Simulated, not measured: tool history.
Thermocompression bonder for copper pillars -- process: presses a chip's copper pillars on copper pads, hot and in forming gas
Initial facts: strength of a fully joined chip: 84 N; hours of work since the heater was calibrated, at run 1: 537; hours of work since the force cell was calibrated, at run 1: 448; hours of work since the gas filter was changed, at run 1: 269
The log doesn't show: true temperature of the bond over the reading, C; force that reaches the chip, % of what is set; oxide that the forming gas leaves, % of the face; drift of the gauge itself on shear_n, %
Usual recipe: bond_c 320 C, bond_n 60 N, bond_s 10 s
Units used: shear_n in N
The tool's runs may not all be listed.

run	hour	bond_c	bond_n	bond_s	hours of work since the heater was calibrated	hours of work since the force cell was calibrated	hours of work since the gas filter was changed	shear_n
1	0.0	320	60	10	537	448	269	46.8
2	17.3	320	60	10	547	458	279	46.2
3	42.7	320	44	10	561	473	294	40.7
4	73.0	320	58	10	579	490	311	46.4
5	95.8	335	60	10	592	503	325	50.7
6	122.9	320	82	10	608	519	340	53.1
7	151.3	320	60	10	624	535	357	46.0
8	166.9	320	60	10	633	544	366	44.5
9	194.9	320	83	10	649	560	382	51.7
10	222.2	320	83	10	665	576	397	51.9
11	240.9	320	83	10	676	587	408	51.6
12	253.7	320	60	10	683	594	416	44.5
# hour 268.1: forming gas filter changed
13	268.1	320	60	10	691	602	0	52.0
14	297.8	320	60	10	708	619	17	50.8
15	322.0	320	60	25	722	633	31	64.2
16	343.0	320	60	25	734	645	43	64.8
17	359.4	320	60	10	743	655	53	50.2
18	383.2	320	67	10	757	669	66	52.1
19	409.8	320	67	10	773	684	82	53.6
20	434.4	320	38	10	787	698	96	41.3
21	454.0	320	38	10	798	709	107	41.2
22	467.6	347	51	10	806	717	115	54.4
23	483.0	347	51	10	815	726	124	53.6
24	509.1	324	76	11	830	741	139	57.6
25	535.8	292	86	10	845	756	154	48.3
26	550.7	337	78	19	854	765	163	68.0
27	573.6	321	72	19	867	778	176	62.8
28	601.5	343	40	12	883	794	192	51.0
29	614.5	343	40	12	890	802	200	49.9
30	636.6	333	60	10	903	815	212	54.4
31	666.7	333	60	10	921	832	230	53.6
32	682.9	333	60	10	930	841	239	52.9
33	702.3	333	60	10	941	852	250	53.0
34	722.7	349	60	22	953	864	262	66.5
35	752.8	349	60	22	970	881	279	67.7
36	774.8	320	84	17	983	894	292	60.3
37	792.0	344	60	7	993	904	302	50.3
38	807.8	334	68	22	1002	913	311	63.3
39	835.5	334	60	26	1018	929	327	63.9

Branching from run 39: 4 alternative next runs. What would each branch give?
A	860.4	320	84	7	1032	943	341	?
B	860.4	320	43	6	1032	943	341	?
C	860.4	320	56	10	1032	943	341	?
D	860.4	313	71	14	1032	943	341	?

run	shear_n
A	48.9
B	35.5
C	45.4
D	53.4
Without the tool's hidden state the same runs would have given:
run	shear_n
A	49.1
B	34.8
C	45.3
D	54.0
